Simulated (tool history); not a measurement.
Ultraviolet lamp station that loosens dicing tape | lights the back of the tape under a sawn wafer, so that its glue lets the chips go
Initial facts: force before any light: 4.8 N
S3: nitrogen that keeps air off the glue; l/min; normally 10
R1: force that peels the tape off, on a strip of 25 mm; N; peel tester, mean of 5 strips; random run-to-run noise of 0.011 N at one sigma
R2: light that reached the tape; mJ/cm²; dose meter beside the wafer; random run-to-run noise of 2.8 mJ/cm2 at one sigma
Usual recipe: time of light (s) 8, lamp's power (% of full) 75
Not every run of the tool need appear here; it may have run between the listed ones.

run 1 hour=0 | time_of_light_(s)=8 lamp's_power_(%_of_full)=75 S3=10 | R1=0.596 R2=366
run 2 hour=19 | time_of_light_(s)=8 lamp's_power_(%_of_full)=75 S3=10 | R1=0.584 R2=359
run 3 hour=28.7 | time_of_light_(s)=8 lamp's_power_(%_of_full)=75 S3=10 | R1=0.629 R2=361
run 4 hour=42.3 | time_of_light_(s)=8 lamp's_power_(%_of_full)=75 S3=10 | R1=0.603 R2=358
run 5 hour=61.6 | time_of_light_(s)=8 lamp's_power_(%_of_full)=75 S3=10 | R1=0.594 R2=358
run 6 hour=84.7 | time_of_light_(s)=8 lamp's_power_(%_of_full)=75 S3=10 | R1=0.592 R2=358
run 7 hour=101.3 | time_of_light_(s)=8 lamp's_power_(%_of_full)=75 S3=10 | R1=0.612 R2=361
run 8 hour=114.2 | time_of_light_(s)=8 lamp's_power_(%_of_full)=75 S3=10 | R1=0.625 R2=358
run 9 hour=129.1 | time_of_light_(s)=8 lamp's_power_(%_of_full)=75 S3=10 | R1=0.628 R2=351
run 10 hour=147.2 | time_of_light_(s)=8 lamp's_power_(%_of_full)=75 S3=10 | R1=0.605 R2=347
run 11 hour=160.8 | time_of_light_(s)=8 lamp's_power_(%_of_full)=75 S3=10 | R1=0.623 R2=349
run 12 hour=170.5 | time_of_light_(s)=4 lamp's_power_(%_of_full)=75 S3=10 | R1=1.61 R2=173
-- hour=172.2 window cleaned of glue's vapour
run 13 hour=188.4 | time_of_light_(s)=4 lamp's_power_(%_of_full)=75 S3=10 | R1=1.708 R2=171
run 14 hour=197.9 | time_of_light_(s)=9 lamp's_power_(%_of_full)=92 S3=4 | R1=0.766 R2=453
run 15 hour=213.6 | time_of_light_(s)=7 lamp's_power_(%_of_full)=62 S3=3 | R1=1.966 R2=244
run 16 hour=236.4 | time_of_light_(s)=7 lamp's_power_(%_of_full)=62 S3=3 | R1=1.928 R2=239
run 17 hour=249.1 | time_of_light_(s)=8 lamp's_power_(%_of_full)=65 S3=5 | R1=1.292 R2=285
run 18 hour=268.3 | time_of_light_(s)=4 lamp's_power_(%_of_full)=78 S3=5 | R1=2.152 R2=169
run 19 hour=282.7 | time_of_light_(s)=4 lamp's_power_(%_of_full)=78 S3=5 | R1=2.165 R2=169
-- hour=284.7 window cleaned of glue's vapour, once more
run 20 hour=298.6 | time_of_light_(s)=4 lamp's_power_(%_of_full)=78 S3=5 | R1=2.046 R2=186
run 21 hour=320.3 | time_of_light_(s)=5 lamp's_power_(%_of_full)=81 S3=14 | R1=0.961 R2=242
run 22 hour=339.2 | time_of_light_(s)=5 lamp's_power_(%_of_full)=66 S3=10 | R1=1.437 R2=195
run 23 hour=354 | time_of_light_(s)=7 lamp's_power_(%_of_full)=66 S3=10 | R1=0.954 R2=270
run 24 hour=370.4 | time_of_light_(s)=7 lamp's_power_(%_of_full)=66 S3=10 | R1=0.952 R2=272
run 25 hour=393.5 | time_of_light_(s)=5 lamp's_power_(%_of_full)=70 S3=18 | R1=1.056 R2=205

Each row is a separate what-if for the run after 25, all from the same tool condition, not one after another. Results?
run A hour=412.9 | time_of_light_(s)=5 lamp's_power_(%_of_full)=70 S3=8 | R1=? R2=?
run B hour=412.9 | time_of_light_(s)=8 lamp's_power_(%_of_full)=75 S3=17 | R1=? R2=?
run C hour=412.9 | time_of_light_(s)=10 lamp's_power_(%_of_full)=79 S3=7 | R1=? R2=?
run D hour=412.9 | time_of_light_(s)=5 lamp's_power_(%_of_full)=75 S3=6 | R1=? R2=?

run=A R1=1.541 R2=201
run=B R1=0.454 R2=347
run=C R1=0.505 R2=463
run=D R1=1.64 R2=221
With the hidden condition removed and each run's random variation left untouched, the same runs would have given:
run=A R1=1.322 R2=230
run=B R1=0.357 R2=396
run=C R1=0.397 R2=528
run=D R1=1.417 R2=252

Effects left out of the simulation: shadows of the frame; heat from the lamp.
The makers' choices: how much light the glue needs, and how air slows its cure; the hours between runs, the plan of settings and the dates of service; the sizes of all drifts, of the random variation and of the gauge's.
